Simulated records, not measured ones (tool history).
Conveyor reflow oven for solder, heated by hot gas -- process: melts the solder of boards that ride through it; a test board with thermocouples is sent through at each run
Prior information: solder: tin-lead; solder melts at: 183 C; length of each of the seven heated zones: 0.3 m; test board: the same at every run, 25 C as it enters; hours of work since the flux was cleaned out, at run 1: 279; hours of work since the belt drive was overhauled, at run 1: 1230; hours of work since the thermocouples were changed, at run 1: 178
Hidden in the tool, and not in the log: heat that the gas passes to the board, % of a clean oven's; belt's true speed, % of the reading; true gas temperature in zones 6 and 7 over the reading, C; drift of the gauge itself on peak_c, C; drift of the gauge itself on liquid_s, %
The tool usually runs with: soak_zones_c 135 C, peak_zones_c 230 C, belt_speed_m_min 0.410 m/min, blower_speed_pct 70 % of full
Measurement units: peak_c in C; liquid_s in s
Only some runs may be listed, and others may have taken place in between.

run     day  soak_zones_c  peak_zones_c  belt_speed_m_min  blower_speed_pct  hours of work since the flux was cleaned out  hours of work since the belt drive was overhauled  hours of work since the thermocouples were changed  peak_c  liquid_s
  1   0.000           135           230             0.410                70                                           279                                               1230                                                 178   216.2      64.7
  2   1.033           135           230             0.410                70                                           299                                               1250                                                 197   216.5      65.0
  3   1.908           135           230             0.477                70                                           315                                               1266                                                 213   211.6      51.1
  4   3.254           135           230             0.477                70                                           340                                               1291                                                 238   211.8      50.4
      3.688  -- flux residue cleaned out of gas plates and filters
  5   4.667           135           230             0.477                70                                            18                                               1313                                                 261   211.3      51.4
  6   5.612           135           230             0.410                70                                            36                                               1331                                                 279   217.1      65.5
  7   6.512           135           230             0.410                70                                            53                                               1348                                                 295   216.5      64.8
  8   7.508           135           230             0.410                70                                            71                                               1366                                                 314   216.8      64.8
  9   8.817           135           230             0.410                70                                            96                                               1391                                                 338   217.2      65.0
 10  10.246           135           230             0.410                70                                           122                                               1417                                                 365   216.1      65.1
 11  12.029           135           230             0.410                70                                           155                                               1451                                                 398   217.0      65.4
 12  12.917           120           230             0.410                70                                           172                                               1467                                                 415   214.4      57.3
 13  13.842           120           230             0.410                70                                           189                                               1484                                                 432   214.7      58.1
 14  14.954           120           230             0.410                70                                           210                                               1505                                                 453   214.0      57.3
 15  16.250           120           230             0.410                70                                           234                                               1529                                                 477   214.6      57.4
 16  17.400           147           221             0.410                54                                           255                                               1551                                                 498   208.5      60.4
     18.804  -- belt drive overhauled, speed set with a stopwatch
 17  19.333           136           221             0.410                54                                           288                                                 10                                                 531   205.4      53.2
 18  20.358           136           218             0.410                54                                           307                                                 29                                                 550   203.0      49.5
 19  21.667           143           230             0.410                70                                           332                                                 53                                                 574   217.8      69.2
     22.471  -- flux residue cleaned out of gas plates and filters
 20  22.879           122           244             0.339                51                                             8                                                 72                                                 593   229.6      85.6
 21  23.733           122           244             0.339                51                                            24                                                 88                                                 609   229.9      85.3
     25.142  -- thermocouples of zones 6 and 7 changed
 22  25.546           140           235             0.410                78                                            56                                                120                                                   8   222.6      73.0

Run 23 is up next; what results do you expect?
 23  26.904           135           228             0.387                81                                            81                                                146                                                  33       ?         ?

For run 23 the tool returned peak_c 217.6 C, liquid_s 71.6 s.
Take away the tool's hidden state, keep the run-to-run variation as it was, and the same run would have given peak_c 217.7 C, liquid_s 71.7 s.
